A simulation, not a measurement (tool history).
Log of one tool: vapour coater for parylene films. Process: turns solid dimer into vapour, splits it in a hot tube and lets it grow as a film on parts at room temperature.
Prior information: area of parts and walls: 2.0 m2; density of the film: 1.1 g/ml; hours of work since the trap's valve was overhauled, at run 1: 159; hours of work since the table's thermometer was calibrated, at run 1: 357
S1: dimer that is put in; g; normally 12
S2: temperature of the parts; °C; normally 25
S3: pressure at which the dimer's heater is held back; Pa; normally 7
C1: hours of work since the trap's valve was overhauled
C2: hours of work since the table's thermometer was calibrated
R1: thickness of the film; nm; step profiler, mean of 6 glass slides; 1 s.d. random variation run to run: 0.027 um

{"run": 1, "hour": 0.0, "S1": 12, "S2": 25, "S3": 7, "C1": 159, "C2": 357, "R1": 2170}
{"run": 2, "hour": 21.3, "S1": 12, "S2": 25, "S3": 7, "C1": 169, "C2": 367, "R1": 2170}
{"run": 3, "hour": 33.9, "S1": 12, "S2": 25, "S3": 7, "C1": 175, "C2": 373, "R1": 2170}
{"run": 4, "hour": 56.6, "S1": 12, "S2": 25, "S3": 7, "C1": 185, "C2": 383, "R1": 2120}
{"run": 5, "hour": 68.0, "S1": 12, "S2": 25, "S3": 7, "C1": 190, "C2": 389, "R1": 2070}
{"run": 6, "hour": 88.3, "S1": 12, "S2": 25, "S3": 7, "C1": 200, "C2": 398, "R1": 2110}
{"run": 7, "hour": 98.5, "S1": 12, "S2": 25, "S3": 7, "C1": 204, "C2": 403, "R1": 2110}
{"run": 8, "hour": 111.0, "S1": 12, "S2": 25, "S3": 7, "C1": 210, "C2": 408, "R1": 2170}
{"run": 9, "hour": 133.0, "S1": 12, "S2": 25, "S3": 7, "C1": 220, "C2": 419, "R1": 2130}
{"run": 10, "hour": 142.9, "S1": 12, "S2": 25, "S3": 2.66, "C1": 225, "C2": 423, "R1": 2680}
{"run": 11, "hour": 164.3, "S1": 15, "S2": 25, "S3": 7, "C1": 235, "C2": 433, "R1": 2590}
{"run": 12, "hour": 179.7, "S1": 12, "S2": 25, "S3": 7, "C1": 242, "C2": 440, "R1": 2080}
{"run": 13, "hour": 191.0, "S1": 12, "S2": 25, "S3": 10.59, "C1": 247, "C2": 446, "R1": 1840}
{"run": 14, "hour": 203.0, "S1": 12, "S2": 25, "S3": 7, "C1": 253, "C2": 451, "R1": 2120}
{"hour": 208.2, "done": "trap's valve overhauled"}
{"run": 15, "hour": 223.7, "S1": 12, "S2": 25, "S3": 4.27, "C1": 7, "C2": 459, "R1": 2320}
{"run": 16, "hour": 235.6, "S1": 12, "S2": 25, "S3": 4.27, "C1": 13, "C2": 464, "R1": 2370}
{"hour": 244.2, "done": "trap's valve overhauled, once more"}
{"run": 17, "hour": 261.2, "S1": 19, "S2": 17, "S3": 2.66, "C1": 8, "C2": 474, "R1": 5360}
{"run": 18, "hour": 275.1, "S1": 19, "S2": 21, "S3": 2.62, "C1": 14, "C2": 481, "R1": 4920}
{"run": 19, "hour": 285.6, "S1": 19, "S2": 21, "S3": 2.62, "C1": 19, "C2": 486, "R1": 5060}
{"run": 20, "hour": 298.7, "S1": 19, "S2": 21, "S3": 2.62, "C1": 25, "C2": 492, "R1": 4850}
{"run": 21, "hour": 315.6, "S1": 12, "S2": 21, "S3": 7, "C1": 33, "C2": 500, "R1": 2420}
{"run": 22, "hour": 333.4, "S1": 11, "S2": 21, "S3": 6.65, "C1": 41, "C2": 508, "R1": 2300}
{"run": 23, "hour": 343.3, "S1": 11, "S2": 21, "S3": 6.65, "C1": 46, "C2": 513, "R1": 2280}
{"run": 24, "hour": 366.0, "S1": 11, "S2": 21, "S3": 2.73, "C1": 57, "C2": 523, "R1": 2770}
{"run": 25, "hour": 385.6, "S1": 12, "S2": 18, "S3": 7, "C1": 66, "C2": 532, "R1": 2560}
{"run": 26, "hour": 400.8, "S1": 9, "S2": 29, "S3": 5.27, "C1": 73, "C2": 539, "R1": 1650}
{"run": 27, "hour": 418.1, "S1": 9, "S2": 29, "S3": 3.23, "C1": 81, "C2": 547, "R1": 1850}
{"run": 28, "hour": 435.7, "S1": 16, "S2": 27, "S3": 5.26, "C1": 89, "C2": 555, "R1": 3030}
{"run": 29, "hour": 452.6, "S1": 8, "S2": 27, "S3": 4.65, "C1": 97, "C2": 563, "R1": 1590}
{"run": 30, "hour": 461.8, "S1": 8, "S2": 27, "S3": 4.65, "C1": 101, "C2": 567, "R1": 1550}

Hidden state at the last listed run before each entry between runs and at the first one after, where it differs:
Logged between run 14 and run 15: trap's valve overhauled (hour 208.2)
  vapour lost through the trap's worn valve, %: 8.3 -> 9.5
  measured minus no-state result, R1: -190 -> -240 nm
Logged between run 16 and run 17: trap's valve overhauled, once more (hour 244.2)
  vapour lost through the trap's worn valve, %: 9.6 -> 0.4
  measured minus no-state result, R1: -250 -> -10 nm

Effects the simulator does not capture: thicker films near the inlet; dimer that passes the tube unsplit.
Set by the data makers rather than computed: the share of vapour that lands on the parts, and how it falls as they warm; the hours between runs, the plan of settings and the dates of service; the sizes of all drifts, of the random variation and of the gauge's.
